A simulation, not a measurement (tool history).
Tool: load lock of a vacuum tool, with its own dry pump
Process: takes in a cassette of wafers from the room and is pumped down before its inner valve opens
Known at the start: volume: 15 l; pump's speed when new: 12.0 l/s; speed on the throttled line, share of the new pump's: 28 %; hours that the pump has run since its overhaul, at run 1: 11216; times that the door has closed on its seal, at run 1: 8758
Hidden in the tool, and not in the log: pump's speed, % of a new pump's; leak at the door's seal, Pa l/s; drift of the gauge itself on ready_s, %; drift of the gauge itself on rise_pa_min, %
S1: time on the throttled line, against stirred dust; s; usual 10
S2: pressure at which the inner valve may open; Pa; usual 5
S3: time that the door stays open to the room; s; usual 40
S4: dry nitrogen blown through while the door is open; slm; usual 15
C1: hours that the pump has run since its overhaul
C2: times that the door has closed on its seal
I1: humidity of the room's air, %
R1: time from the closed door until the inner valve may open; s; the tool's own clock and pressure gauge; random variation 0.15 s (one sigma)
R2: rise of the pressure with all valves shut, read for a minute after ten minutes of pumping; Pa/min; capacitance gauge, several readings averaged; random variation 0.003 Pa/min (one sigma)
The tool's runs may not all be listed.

run	hour	S1	S2	S3	S4	C1	C2	I1	R1	R2
1	0	10	5	40	15	11216	8758	46.1	20.5	0.06
2	67.8	10	5	40	15	11284	8926	44.8	20.7	0.057
3	151.8	10	5	40	15	11368	9133	46.3	20.8	0.062
4	234.6	10	5	40	15	11451	9338	43.5	20.6	0.062
5	291.4	10	5	40	15	11508	9478	46.9	21.1	0.062
6	377	10	5	40	15	11593	9689	45.9	20.7	0.063
7	460	10	6	40	15	11676	9894	45.8	20.5	0.067
8	568.8	10	5	40	15	11785	10163	45.6	20.8	0.067
9	621.9	10	5	40	15	11838	10294	45.8	20.5	0.066
10	723.7	10	5	40	15	11940	10546	42.7	20.5	0.069
11	794.6	10	5	40	15	12011	10721	45.3	20.8	0.072
12	895.9	10	5	38	15	12112	10971	45	20.5	0.069
13	997.6	10	5	40	15	12214	11222	48.4	20.5	0.075
14	1050.6	10	5	41	15	12267	11353	42.6	20.8	0.074
15	1104.2	10	5	41	15	12320	11485	45.3	20.8	0.071

Forecast run 16:
16	1211.1	10	5	41	15	12427	11749	45.7	?	?

{"run 16": {"R1": 20.8, "R2": 0.074}}
Without the tool's hidden state the same run would have given R1 19.9 s, R2 0.026 Pa/min.

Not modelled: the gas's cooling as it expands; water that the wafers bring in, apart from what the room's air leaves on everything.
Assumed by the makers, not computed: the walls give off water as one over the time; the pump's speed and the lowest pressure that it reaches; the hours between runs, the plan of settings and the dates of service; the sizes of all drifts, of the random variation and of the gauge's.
